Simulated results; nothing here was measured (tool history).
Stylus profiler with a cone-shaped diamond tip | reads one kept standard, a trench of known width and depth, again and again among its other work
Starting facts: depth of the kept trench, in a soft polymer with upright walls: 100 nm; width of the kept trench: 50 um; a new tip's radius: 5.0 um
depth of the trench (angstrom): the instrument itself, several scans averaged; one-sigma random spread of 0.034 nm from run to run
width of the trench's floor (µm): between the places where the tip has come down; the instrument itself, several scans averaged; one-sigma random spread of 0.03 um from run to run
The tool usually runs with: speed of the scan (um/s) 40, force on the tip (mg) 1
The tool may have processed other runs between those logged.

run   hour  speed of the scan (um/s)  force on the tip (mg)  depth of the trench (angstrom)  width of the trench's floor (µm)
  1      0                        40                      1                          1004.6                              47.8
  2    6.7                        40                      1                          1004.9                             47.76
  3   14.7                        40                      1                          1005.5                             47.82
  4   24.5                        40                   0.88                          1004.8                             47.74
  5   34.1                        40                      1                          1005.2                             47.77
  6   49.7                        38                      1                            1005                             47.82
  7   61.7                        38                      1                          1004.9                             47.74
  8   70.6                        38                      1                          1004.9                             47.76
  9   78.5                        38                      1                          1005.4                             47.78
 10   94.2                        40                   0.66                          1003.5                              47.7
 11  108.8                        40                   0.66                          1003.7                              47.7
 12  124.6                        40                   0.66                          1004.6                             47.61
 13  137.6                        40                   0.66                          1004.3                             47.66
 14  152.6                        40                   0.66                            1004                              47.7
 15  164.4                        40                   0.66                          1003.5                             47.65
 16    180                        39                   2.96                          1010.1                             47.87
 17  190.2                        36                      1                          1004.8                             47.75
 18  205.7                        76                   0.91                          1004.7                             47.46
 19    218                        11                    0.5                          1003.8                             47.91
 20  227.1                        11                   1.27                          1006.4                             47.94
 21  238.9                        11                   1.27                          1006.7                              47.9
 22  252.4                        27                   2.52                          1009.8                             47.84
 23  265.3                        80                   2.46                          1009.5                             47.64
 24  274.4                        12                   1.48                          1006.7                             47.95
 25  288.4                        14                   0.82                          1004.3                             47.91
 26  296.1                        97                   2.53                          1009.5                             47.58
 27  307.1                        21                   1.11                          1006.4                             47.88
 28  314.3                        96                   0.44                          1003.6                             46.98
 29  329.4                        70                   1.27                          1007.1                             47.56
 30  336.6                        35                   0.56                          1004.4                             47.61

3 ways to go on from here, each from the tool as it stands after run 30. What would each give?
  A  347.6                        89                   0.76                               ?                                 ?
  B  347.6                        55                   0.73                               ?                                 ?
  C  347.6                        63                   1.18                               ?                                 ?

run  depth of the trench (angstrom)  width of the trench's floor (µm)
  A                          1004.8                              47.3
  B                          1004.9                             47.52
  C                          1005.2                             47.59
Without the tool's hidden state the same runs would have given:
run  depth of the trench (angstrom)  width of the trench's floor (µm)
  A                          1003.7                             47.33
  B                          1003.8                             47.55
  C                          1004.1                             47.62
